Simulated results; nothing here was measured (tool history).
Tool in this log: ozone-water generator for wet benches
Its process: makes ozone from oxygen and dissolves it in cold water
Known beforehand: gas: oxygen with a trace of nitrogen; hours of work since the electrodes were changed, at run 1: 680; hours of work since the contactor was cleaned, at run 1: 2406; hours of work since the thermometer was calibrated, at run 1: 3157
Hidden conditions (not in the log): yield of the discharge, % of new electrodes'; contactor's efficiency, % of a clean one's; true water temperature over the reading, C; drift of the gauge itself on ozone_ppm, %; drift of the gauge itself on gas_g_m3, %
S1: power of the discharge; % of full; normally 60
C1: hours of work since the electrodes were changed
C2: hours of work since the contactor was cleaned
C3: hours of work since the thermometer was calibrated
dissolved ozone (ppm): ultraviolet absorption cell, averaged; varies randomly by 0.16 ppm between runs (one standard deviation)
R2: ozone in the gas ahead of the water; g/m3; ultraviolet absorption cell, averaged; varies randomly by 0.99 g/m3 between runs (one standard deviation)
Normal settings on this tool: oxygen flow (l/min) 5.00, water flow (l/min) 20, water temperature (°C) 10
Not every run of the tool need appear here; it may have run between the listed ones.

run 1 hour=0.0 | S1=60 oxygen_flow_(l/min)=5.00 water_flow_(l/min)=20 water_temperature_(°C)=10 | C1=680 C2=2406 C3=3157 | dissolved_ozone_(ppm)=20.0 R2=169.3
run 2 hour=48.4 | S1=60 oxygen_flow_(l/min)=6.50 water_flow_(l/min)=20 water_temperature_(°C)=10 | C1=718 C2=2444 C3=3195 | dissolved_ozone_(ppm)=19.4 R2=144.3
run 3 hour=74.3 | S1=60 oxygen_flow_(l/min)=3.13 water_flow_(l/min)=20 water_temperature_(°C)=10 | C1=738 C2=2464 C3=3215 | dissolved_ozone_(ppm)=19.2 R2=223.4
run 4 hour=96.9 | S1=60 oxygen_flow_(l/min)=3.13 water_flow_(l/min)=20 water_temperature_(°C)=10 | C1=755 C2=2482 C3=3233 | dissolved_ozone_(ppm)=18.8 R2=226.3
run 5 hour=134.5 | S1=60 oxygen_flow_(l/min)=3.13 water_flow_(l/min)=20 water_temperature_(°C)=10 | C1=785 C2=2511 C3=3262 | dissolved_ozone_(ppm)=19.0 R2=224.1
run 6 hour=160.4 | S1=60 oxygen_flow_(l/min)=3.43 water_flow_(l/min)=20 water_temperature_(°C)=10 | C1=805 C2=2531 C3=3282 | dissolved_ozone_(ppm)=19.0 R2=212.5
run 7 hour=208.4 | S1=67 oxygen_flow_(l/min)=5.00 water_flow_(l/min)=20 water_temperature_(°C)=10 | C1=842 C2=2569 C3=3320 | dissolved_ozone_(ppm)=20.9 R2=179.3
run 8 hour=241.4 | S1=67 oxygen_flow_(l/min)=2.50 water_flow_(l/min)=30 water_temperature_(°C)=10 | C1=868 C2=2594 C3=3345 | dissolved_ozone_(ppm)=13.2 R2=270.1
run 9 hour=282.8 | S1=56 oxygen_flow_(l/min)=5.00 water_flow_(l/min)=20 water_temperature_(°C)=8 | C1=900 C2=2627 C3=3378 | dissolved_ozone_(ppm)=19.2 R2=162.6
run 10 hour=304.1 | S1=60 oxygen_flow_(l/min)=4.42 water_flow_(l/min)=20 water_temperature_(°C)=12 | C1=917 C2=2643 C3=3394 | dissolved_ozone_(ppm)=18.9 R2=181.1
run 11 hour=346.4 | S1=91 oxygen_flow_(l/min)=7.67 water_flow_(l/min)=20 water_temperature_(°C)=10 | C1=950 C2=2676 C3=3427 | dissolved_ozone_(ppm)=23.9 R2=161.7
run 12 hour=371.3 | S1=60 oxygen_flow_(l/min)=5.13 water_flow_(l/min)=20 water_temperature_(°C)=10 | C1=969 C2=2695 C3=3447 | dissolved_ozone_(ppm)=19.7 R2=168.2
run 13 hour=391.8 | S1=66 oxygen_flow_(l/min)=4.75 water_flow_(l/min)=20 water_temperature_(°C)=10 | C1=985 C2=2711 C3=3462 | dissolved_ozone_(ppm)=20.5 R2=182.7
run 14 hour=431.4 | S1=43 oxygen_flow_(l/min)=8.72 water_flow_(l/min)=16 water_temperature_(°C)=7 | C1=1016 C2=2742 C3=3493 | dissolved_ozone_(ppm)=18.9 R2=102.2

Alternative continuations, all from the tool just after run 14; predict every row:
run A hour=469.4 | S1=61 oxygen_flow_(l/min)=2.77 water_flow_(l/min)=16 water_temperature_(°C)=7 | C1=1045 C2=2772 C3=3523 | dissolved_ozone_(ppm)=? R2=?
run B hour=469.4 | S1=43 oxygen_flow_(l/min)=3.17 water_flow_(l/min)=16 water_temperature_(°C)=6 | C1=1045 C2=2772 C3=3523 | dissolved_ozone_(ppm)=? R2=?
run C hour=469.4 | S1=56 oxygen_flow_(l/min)=8.72 water_flow_(l/min)=16 water_temperature_(°C)=6 | C1=1045 C2=2772 C3=3523 | dissolved_ozone_(ppm)=? R2=?

run=A dissolved_ozone_(ppm)=23.4 R2=243.9
run=B dissolved_ozone_(ppm)=19.9 R2=185.4
run=C dissolved_ozone_(ppm)=22.7 R2=117.1
The same runs, with their run-to-run variation unchanged, on a tool lacking any hidden condition would have given:
run=A dissolved_ozone_(ppm)=24.9 R2=248.3
run=B dissolved_ozone_(ppm)=21.1 R2=188.2
run=C dissolved_ozone_(ppm)=24.1 R2=119.1
